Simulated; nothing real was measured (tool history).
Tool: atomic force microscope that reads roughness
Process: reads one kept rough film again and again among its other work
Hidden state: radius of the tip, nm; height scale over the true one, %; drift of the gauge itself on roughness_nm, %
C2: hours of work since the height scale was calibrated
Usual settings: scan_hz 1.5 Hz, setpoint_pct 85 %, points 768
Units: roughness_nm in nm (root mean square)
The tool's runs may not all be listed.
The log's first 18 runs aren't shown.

-- hour=776 new tip fitted
run 19 hour=784.4 | scan_hz=3.36 setpoint_pct=61 points=768 | pictures_with_this_tip=22 C2=2512 | roughness_nm=1.929
-- hour=823 new tip fitted
run 20 hour=823 | scan_hz=3.36 setpoint_pct=60 points=840 | pictures_with_this_tip=0 C2=2541 | roughness_nm=2
run 21 hour=866.6 | scan_hz=3.36 setpoint_pct=84 points=344 | pictures_with_this_tip=116 C2=2574 | roughness_nm=1.287
-- hour=870.3 new tip fitted
run 22 hour=906.1 | scan_hz=0.75 setpoint_pct=85 points=258 | pictures_with_this_tip=95 C2=2604 | roughness_nm=1.705
-- hour=919.6 new tip fitted
-- hour=920.6 height scale calibrated on a step standard
run 23 hour=963.7 | scan_hz=1.5 setpoint_pct=68 points=770 | pictures_with_this_tip=115 C2=33 | roughness_nm=1.797
-- hour=971.3 new tip fitted
-- hour=1017.8 new tip fitted
run 24 hour=1024.3 | scan_hz=1.5 setpoint_pct=68 points=770 | pictures_with_this_tip=17 C2=78 | roughness_nm=2.028
-- hour=1067.8 new tip fitted
run 25 hour=1079.3 | scan_hz=1.5 setpoint_pct=68 points=770 | pictures_with_this_tip=31 C2=120 | roughness_nm=1.984
run 26 hour=1106 | scan_hz=1.5 setpoint_pct=68 points=770 | pictures_with_this_tip=102 C2=140 | roughness_nm=1.82
-- hour=1118.1 new tip fitted
run 27 hour=1154.4 | scan_hz=0.97 setpoint_pct=79 points=768 | pictures_with_this_tip=97 C2=177 | roughness_nm=1.818
-- hour=1167.1 new tip fitted
-- hour=1216.7 new tip fitted
run 28 hour=1217 | scan_hz=1.02 setpoint_pct=62 points=509 | pictures_with_this_tip=1 C2=224 | roughness_nm=2.161
run 29 hour=1258.3 | scan_hz=1.02 setpoint_pct=62 points=509 | pictures_with_this_tip=111 C2=255 | roughness_nm=1.87
-- hour=1263.7 new tip fitted
run 30 hour=1299.6 | scan_hz=1.02 setpoint_pct=62 points=509 | pictures_with_this_tip=96 C2=287 | roughness_nm=1.925
-- hour=1311.4 new tip fitted
run 31 hour=1339.4 | scan_hz=0.59 setpoint_pct=79 points=690 | pictures_with_this_tip=75 C2=317 | roughness_nm=1.907
-- hour=1359.4 new tip fitted
run 32 hour=1383.9 | scan_hz=0.59 setpoint_pct=79 points=690 | pictures_with_this_tip=65 C2=350 | roughness_nm=1.945
-- hour=1408.2 new tip fitted
run 33 hour=1443.1 | scan_hz=0.59 setpoint_pct=79 points=690 | pictures_with_this_tip=93 C2=395 | roughness_nm=1.869
-- hour=1455.4 new tip fitted
run 34 hour=1495.9 | scan_hz=1.15 setpoint_pct=85 points=768 | pictures_with_this_tip=108 C2=435 | roughness_nm=1.645
-- hour=1504.2 new tip fitted
-- hour=1554.2 new tip fitted
run 35 hour=1554.6 | scan_hz=1.5 setpoint_pct=69 points=770 | pictures_with_this_tip=1 C2=479 | roughness_nm=2.093
-- hour=1603.5 new tip fitted
run 36 hour=1615.4 | scan_hz=0.69 setpoint_pct=69 points=770 | pictures_with_this_tip=32 C2=525 | roughness_nm=2.056
run 37 hour=1643 | scan_hz=2.03 setpoint_pct=80 points=297 | pictures_with_this_tip=106 C2=546 | roughness_nm=1.549

Forecast each of these 5 alternatives for the next run:
-- hour=1650.8 new tip fitted
run A hour=1689.4 | scan_hz=1.06 setpoint_pct=80 points=456 | pictures_with_this_tip=103 C2=581 | roughness_nm=?
-- hour=1650.8 new tip fitted
run B hour=1689.4 | scan_hz=1.16 setpoint_pct=63 points=313 | pictures_with_this_tip=103 C2=581 | roughness_nm=?
-- hour=1650.8 new tip fitted
run C hour=1689.4 | scan_hz=2.44 setpoint_pct=82 points=258 | pictures_with_this_tip=103 C2=581 | roughness_nm=?
-- hour=1650.8 new tip fitted
run D hour=1689.4 | scan_hz=1.01 setpoint_pct=90 points=297 | pictures_with_this_tip=103 C2=581 | roughness_nm=?
-- hour=1650.8 new tip fitted
run E hour=1689.4 | scan_hz=1.92 setpoint_pct=71 points=671 | pictures_with_this_tip=103 C2=581 | roughness_nm=?

run=A roughness_nm=1.775
run=B roughness_nm=1.852
run=C roughness_nm=1.482
run=D roughness_nm=1.668
run=E roughness_nm=1.748
Without the tool's hidden state the same runs would have given:
run=A roughness_nm=2.041
run=B roughness_nm=2.13
run=C roughness_nm=1.705
run=D roughness_nm=1.919
run=E roughness_nm=2.013
